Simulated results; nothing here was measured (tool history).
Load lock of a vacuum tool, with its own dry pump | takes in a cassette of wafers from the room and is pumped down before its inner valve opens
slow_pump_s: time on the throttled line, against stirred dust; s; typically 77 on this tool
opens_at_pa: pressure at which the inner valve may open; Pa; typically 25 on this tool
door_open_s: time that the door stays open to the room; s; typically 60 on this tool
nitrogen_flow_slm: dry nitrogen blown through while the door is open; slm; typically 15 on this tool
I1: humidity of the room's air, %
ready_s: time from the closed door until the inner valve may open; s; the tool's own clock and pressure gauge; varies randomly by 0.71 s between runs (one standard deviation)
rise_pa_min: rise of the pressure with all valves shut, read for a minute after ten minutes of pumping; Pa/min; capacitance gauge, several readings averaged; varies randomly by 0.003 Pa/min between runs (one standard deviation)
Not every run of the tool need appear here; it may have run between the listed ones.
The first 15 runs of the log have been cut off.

run 16 hour=3200.7 | slow_pump_s=77 opens_at_pa=25 door_open_s=60 nitrogen_flow_slm=5 | I1=43.3 | ready_s=107.5 rise_pa_min=0.051
run 17 hour=3475.9 | slow_pump_s=77 opens_at_pa=25 door_open_s=60 nitrogen_flow_slm=5 | I1=48.9 | ready_s=109.2 rise_pa_min=0.054
run 18 hour=3668.1 | slow_pump_s=77 opens_at_pa=25 door_open_s=208 nitrogen_flow_slm=34 | I1=44.1 | ready_s=107.4 rise_pa_min=0.038
run 19 hour=3789.8 | slow_pump_s=77 opens_at_pa=25 door_open_s=208 nitrogen_flow_slm=34 | I1=48.0 | ready_s=107.5 rise_pa_min=0.034
run 20 hour=3993.7 | slow_pump_s=77 opens_at_pa=25 door_open_s=208 nitrogen_flow_slm=34 | I1=44.8 | ready_s=109.5 rise_pa_min=0.040
run 21 hour=4186.5 | slow_pump_s=39 opens_at_pa=25 door_open_s=208 nitrogen_flow_slm=5 | I1=44.8 | ready_s=74.1 rise_pa_min=0.071
run 22 hour=4422.1 | slow_pump_s=75 opens_at_pa=25 door_open_s=208 nitrogen_flow_slm=5 | I1=46.3 | ready_s=106.9 rise_pa_min=0.072
run 23 hour=4615.8 | slow_pump_s=75 opens_at_pa=25 door_open_s=208 nitrogen_flow_slm=5 | I1=45.6 | ready_s=108.1 rise_pa_min=0.078
run 24 hour=4763.3 | slow_pump_s=84 opens_at_pa=25 door_open_s=57 nitrogen_flow_slm=5 | I1=44.3 | ready_s=114.9 rise_pa_min=0.051
run 25 hour=4935.0 | slow_pump_s=77 opens_at_pa=24 door_open_s=215 nitrogen_flow_slm=40 | I1=42.9 | ready_s=110.2 rise_pa_min=0.034
run 26 hour=5082.8 | slow_pump_s=58 opens_at_pa=25 door_open_s=137 nitrogen_flow_slm=15 | I1=46.4 | ready_s=91.3 rise_pa_min=0.052
run 27 hour=5205.1 | slow_pump_s=85 opens_at_pa=25 door_open_s=60 nitrogen_flow_slm=15 | I1=44.3 | ready_s=117.7 rise_pa_min=0.041
run 28 hour=5476.8 | slow_pump_s=85 opens_at_pa=25 door_open_s=60 nitrogen_flow_slm=15 | I1=43.1 | ready_s=114.9 rise_pa_min=0.045
run 29 hour=5744.0 | slow_pump_s=77 opens_at_pa=18 door_open_s=60 nitrogen_flow_slm=15 | I1=43.6 | ready_s=111.4 rise_pa_min=0.046
run 30 hour=5953.2 | slow_pump_s=77 opens_at_pa=18 door_open_s=60 nitrogen_flow_slm=15 | I1=44.7 | ready_s=112.4 rise_pa_min=0.046
run 31 hour=6223.0 | slow_pump_s=77 opens_at_pa=22 door_open_s=60 nitrogen_flow_slm=36 | I1=46.5 | ready_s=111.0 rise_pa_min=0.031
run 32 hour=6466.7 | slow_pump_s=77 opens_at_pa=37 door_open_s=60 nitrogen_flow_slm=8 | I1=43.7 | ready_s=108.0 rise_pa_min=0.052
run 33 hour=6634.2 | slow_pump_s=91 opens_at_pa=22 door_open_s=60 nitrogen_flow_slm=36 | I1=43.8 | ready_s=123.5 rise_pa_min=0.034
run 34 hour=6841.1 | slow_pump_s=39 opens_at_pa=24 door_open_s=49 nitrogen_flow_slm=10 | I1=43.5 | ready_s=76.1 rise_pa_min=0.051

Forecast each of these 3 alternatives for the next run:
run A hour=6991.0 | slow_pump_s=39 opens_at_pa=24 door_open_s=55 nitrogen_flow_slm=10 | I1=44.6 | ready_s=? rise_pa_min=?
run B hour=6991.0 | slow_pump_s=77 opens_at_pa=39 door_open_s=96 nitrogen_flow_slm=15 | I1=48.5 | ready_s=? rise_pa_min=?
run C hour=6991.0 | slow_pump_s=51 opens_at_pa=30 door_open_s=49 nitrogen_flow_slm=31 | I1=45.0 | ready_s=? rise_pa_min=?

run=A ready_s=75.8 rise_pa_min=0.051
run=B ready_s=107.2 rise_pa_min=0.055
run=C ready_s=85.9 rise_pa_min=0.041
With the hidden condition removed and each run's random variation left untouched, the same runs would have given:
run=A ready_s=72.5 rise_pa_min=0.029
run=B ready_s=104.4 rise_pa_min=0.033
run=C ready_s=82.8 rise_pa_min=0.019
